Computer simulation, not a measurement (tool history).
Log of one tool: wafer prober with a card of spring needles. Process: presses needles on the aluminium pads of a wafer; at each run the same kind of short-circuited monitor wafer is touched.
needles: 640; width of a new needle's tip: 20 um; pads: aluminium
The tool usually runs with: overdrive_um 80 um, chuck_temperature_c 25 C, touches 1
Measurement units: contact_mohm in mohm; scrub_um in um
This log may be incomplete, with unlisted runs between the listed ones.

| run | hour | overdrive_um | chuck_temperature_c | touches | contact_mohm | scrub_um |
|---|---|---|---|---|---|---|
| 1 | 0.0 | 80 | 25 | 1 | 257 | 15.67 |
|  | 3.9 | tips cleaned on abrasive film |
|  | 24.6 | tips cleaned on abrasive film |
|  | 49.6 | tips cleaned on abrasive film |
| 2 | 61.1 | 80 | 25 | 1 | 259 | 15.75 |
|  | 74.7 | tips cleaned on abrasive film |
|  | 96.4 | tips cleaned on abrasive film |
| 3 | 98.5 | 80 | 25 | 3 | 260 | 15.75 |
|  | 120.1 | tips cleaned on abrasive film |
| 4 | 131.1 | 80 | 25 | 1 | 256 | 15.75 |
|  | 140.7 | tips cleaned on abrasive film |
|  | 163.9 | tips cleaned on abrasive film |
|  | 185.5 | tips cleaned on abrasive film |
| 5 | 186.2 | 80 | 25 | 1 | 258 | 15.82 |
|  | 201.1 | height of the first contact set anew |
|  | 209.7 | tips cleaned on abrasive film |
| 6 | 229.6 | 80 | 25 | 2 | 259 | 15.84 |
|  | 234.6 | tips cleaned on abrasive film |
|  | 257.1 | tips cleaned on abrasive film |
|  | 279.7 | tips cleaned on abrasive film |
| 7 | 286.8 | 80 | 25 | 1 | 259 | 15.80 |
|  | 300.6 | tips cleaned on abrasive film |
|  | 321.8 | tips cleaned on abrasive film |
|  | 344.9 | tips cleaned on abrasive film |
| 8 | 350.5 | 80 | 60 | 1 | 269 | 15.84 |
|  | 367.4 | tips cleaned on abrasive film |
|  | 389.7 | tips cleaned on abrasive film |
| 9 | 409.3 | 80 | 25 | 3 | 261 | 15.89 |
|  | 414.5 | tips cleaned on abrasive film |
|  | 430.0 | height of the first contact set anew |
|  | 438.7 | tips cleaned on abrasive film |
| 10 | 445.0 | 80 | 25 | 3 | 258 | 15.90 |
|  | 459.7 | tips cleaned on abrasive film |
|  | 482.8 | tips cleaned on abrasive film |
| 11 | 486.9 | 80 | 25 | 3 | 257 | 15.94 |
|  | 505.9 | tips cleaned on abrasive film |
| 12 | 523.1 | 80 | 25 | 3 | 256 | 15.95 |
|  | 531.3 | tips cleaned on abrasive film |
|  | 552.0 | tips cleaned on abrasive film |
| 13 | 555.8 | 80 | 25 | 3 | 254 | 15.95 |
|  | 574.0 | tips cleaned on abrasive film |
|  | 596.7 | tips cleaned on abrasive film |
| 14 | 596.7 | 80 | 25 | 1 | 260 | 15.98 |
|  | 620.4 | tips cleaned on abrasive film |
|  | 642.8 | tips cleaned on abrasive film |
| 15 | 642.8 | 80 | 25 | 1 | 260 | 15.97 |
|  | 659.8 | height of the first contact set anew |
|  | 665.0 | tips cleaned on abrasive film |
| 16 | 678.7 | 80 | 25 | 2 | 257 | 15.99 |

Run 17 has not been measured yet. What should we expect?
|  | 686.6 | tips cleaned on abrasive film |
|  | 710.1 | tips cleaned on abrasive film |
| 17 | 711.5 | 63 | 25 | 1 | ? | ? |

Run 17 produced contact_mohm 262 mohm, scrub_um 12.60 um.
The same run, on a tool lacking any hidden state, would have yielded contact_mohm 262 mohm, scrub_um 12.35 um.

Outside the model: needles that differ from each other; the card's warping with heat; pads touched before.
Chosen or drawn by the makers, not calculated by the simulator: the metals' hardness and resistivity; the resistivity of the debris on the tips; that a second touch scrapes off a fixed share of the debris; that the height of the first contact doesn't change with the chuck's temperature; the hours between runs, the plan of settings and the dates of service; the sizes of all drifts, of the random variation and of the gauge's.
